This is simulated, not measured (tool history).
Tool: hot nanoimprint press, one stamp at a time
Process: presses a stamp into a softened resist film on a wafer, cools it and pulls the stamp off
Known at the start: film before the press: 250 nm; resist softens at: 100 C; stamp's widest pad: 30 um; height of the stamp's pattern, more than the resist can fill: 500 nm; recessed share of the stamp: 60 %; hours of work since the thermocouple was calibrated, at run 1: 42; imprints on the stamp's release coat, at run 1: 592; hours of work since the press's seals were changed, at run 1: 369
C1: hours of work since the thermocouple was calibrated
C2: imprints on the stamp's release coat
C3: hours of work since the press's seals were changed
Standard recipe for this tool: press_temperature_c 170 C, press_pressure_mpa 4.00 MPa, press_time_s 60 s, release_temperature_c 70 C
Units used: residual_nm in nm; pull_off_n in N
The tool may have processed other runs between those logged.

Run 1, hour 0.0: usual settings; C1 42; C2 592; C3 369. Result: residual_nm 121.4 nm, pull_off_n 199 N.
At hour 47.4: stamp cleaned and given a new release coat.
Run 2, hour 87.2: usual settings; C1 96; C2 146; C3 423. Result: residual_nm 120.8 nm, pull_off_n 195 N.
Run 3, hour 167.0: usual settings but release_temperature_c 58 C; C1 149; C2 437; C3 476. Result: residual_nm 120.9 nm, pull_off_n 216 N.
Run 4, hour 208.3: usual settings but release_temperature_c 58 C; C1 177; C2 588; C3 503. Result: residual_nm 121.1 nm, pull_off_n 214 N.
At hour 230.0: press's hydraulic seals changed and the load cell set to zero.
At hour 261.0: stamp cleaned and given a new release coat.
Run 5, hour 306.9: usual settings but press_time_s 89 s; C1 233; C2 168; C3 47. Result: residual_nm 106.0 nm, pull_off_n 197 N.
Run 6, hour 382.6: usual settings but press_time_s 89 s; C1 283; C2 444; C3 97. Result: residual_nm 105.6 nm, pull_off_n 195 N.
At hour 466.9: stamp cleaned and given a new release coat.
Run 7, hour 466.9: usual settings; C1 335; C2 0; C3 150. Result: residual_nm 122.0 nm, pull_off_n 195 N.
At hour 511.9: plate thermocouple calibrated.
Run 8, hour 520.4: usual settings; C1 6; C2 185; C3 183. Result: residual_nm 120.9 nm, pull_off_n 203 N.
Run 9, hour 586.9: usual settings; C1 50; C2 428; C3 227. Result: residual_nm 120.8 nm, pull_off_n 195 N.
At hour 677.2: stamp cleaned and given a new release coat.
Run 10, hour 678.0: usual settings; C1 106; C2 3; C3 284. Result: residual_nm 121.6 nm, pull_off_n 196 N.
Run 11, hour 729.0: usual settings; C1 140; C2 189; C3 318. Result: residual_nm 121.4 nm, pull_off_n 199 N.
Run 12, hour 799.0: usual settings but press_temperature_c 164 C; C1 187; C2 445; C3 364. Result: residual_nm 155.5 nm, pull_off_n 204 N.
Run 13, hour 836.6: usual settings but press_temperature_c 164 C; C1 212; C2 583; C3 389. Result: residual_nm 153.4 nm, pull_off_n 195 N.
At hour 884.7: stamp cleaned and given a new release coat.
Run 14, hour 913.1: usual settings but press_temperature_c 164 C; C1 259; C2 103; C3 436. Result: residual_nm 155.3 nm, pull_off_n 197 N.
Run 15, hour 981.4: usual settings but press_temperature_c 163 C, press_pressure_mpa 4.58 MPa, press_time_s 66 s, release_temperature_c 56 C; C1 304; C2 353; C3 482. Result: residual_nm 147.5 nm, pull_off_n 215 N.
At hour 1042.1: press's hydraulic seals changed and the load cell set to zero.
Run 16, hour 1042.2: usual settings but press_time_s 54 s, release_temperature_c 61 C; C1 339; C2 546; C3 0. Result: residual_nm 123.8 nm, pull_off_n 217 N.

Forecast run 17:
At hour 1082.3: plate thermocouple calibrated.
At hour 1102.1: stamp cleaned and given a new release coat.
Run 17, hour 1134.2: usual settings but press_temperature_c 159 C, press_pressure_mpa 6.21 MPa, press_time_s 81 s, release_temperature_c 69 C; C1 30; C2 117; C3 55. Result: residual_nm ?, pull_off_n ?.

{"run 17": {"residual_nm": 144.0, "pull_off_n": 199}}
Take away the tool's hidden state, keep the run-to-run variation as it was, and the same run would have given residual_nm 143.9 nm, pull_off_n 198 N.
